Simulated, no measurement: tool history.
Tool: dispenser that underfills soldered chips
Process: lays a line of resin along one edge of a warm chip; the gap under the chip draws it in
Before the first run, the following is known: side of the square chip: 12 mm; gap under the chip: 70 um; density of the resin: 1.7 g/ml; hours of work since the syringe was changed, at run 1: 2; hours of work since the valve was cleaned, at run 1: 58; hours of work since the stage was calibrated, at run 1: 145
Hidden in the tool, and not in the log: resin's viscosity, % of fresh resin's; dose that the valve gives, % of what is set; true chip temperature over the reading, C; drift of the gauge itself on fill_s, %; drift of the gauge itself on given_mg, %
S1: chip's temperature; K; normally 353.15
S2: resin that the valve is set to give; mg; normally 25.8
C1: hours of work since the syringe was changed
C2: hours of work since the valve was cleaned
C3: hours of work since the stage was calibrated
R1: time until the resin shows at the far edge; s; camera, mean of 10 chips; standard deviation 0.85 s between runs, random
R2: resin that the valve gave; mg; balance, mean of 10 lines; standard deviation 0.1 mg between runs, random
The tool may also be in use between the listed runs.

| run | hour | S1 | S2 | C1 | C2 | C3 | R1 | R2 |
|---|---|---|---|---|---|---|---|---|
| 1 | 0.0 | 353.15 | 25.8 | 2 | 58 | 145 | 90.2 | 24.43 |
|  | 5.8 | new syringe of resin |
| 2 | 7.5 | 353.15 | 25.8 | 1 | 63 | 151 | 87.7 | 24.30 |
|  | 14.8 | new syringe of resin |
| 3 | 15.0 | 353.15 | 25.8 | 0 | 69 | 156 | 84.1 | 24.20 |
| 4 | 21.9 | 353.15 | 25.8 | 5 | 74 | 161 | 98.6 | 23.83 |
|  | 23.5 | new syringe of resin |
| 5 | 27.0 | 353.15 | 23.2 | 3 | 78 | 165 | 94.6 | 21.44 |
|  | 32.3 | new syringe of resin |
| 6 | 34.7 | 353.15 | 23.2 | 2 | 83 | 171 | 93.6 | 21.22 |
|  | 38.4 | dispensing valve cleaned and set on the balance |
| 7 | 39.5 | 348.15 | 25.8 | 5 | 1 | 174 | 118.4 | 25.75 |
|  | 42.2 | new syringe of resin |
| 8 | 43.6 | 348.15 | 25.8 | 1 | 4 | 177 | 104.3 | 25.83 |
| 9 | 48.3 | 348.15 | 25.8 | 5 | 7 | 180 | 117.6 | 25.63 |
|  | 51.2 | new syringe of resin |
| 10 | 55.3 | 348.15 | 25.8 | 3 | 12 | 185 | 112.5 | 25.55 |

For run 11, what comes out?
| 11 | 59.2 | 361.15 | 32.5 | 6 | 15 | 188 | ? | ? |

For run 11 the tool returned R1 71.6 s, R2 31.79 mg.
If the tool had no hidden condition, the same run with the same run-to-run variation would have returned R1 57.5 s, R2 32.29 mg.
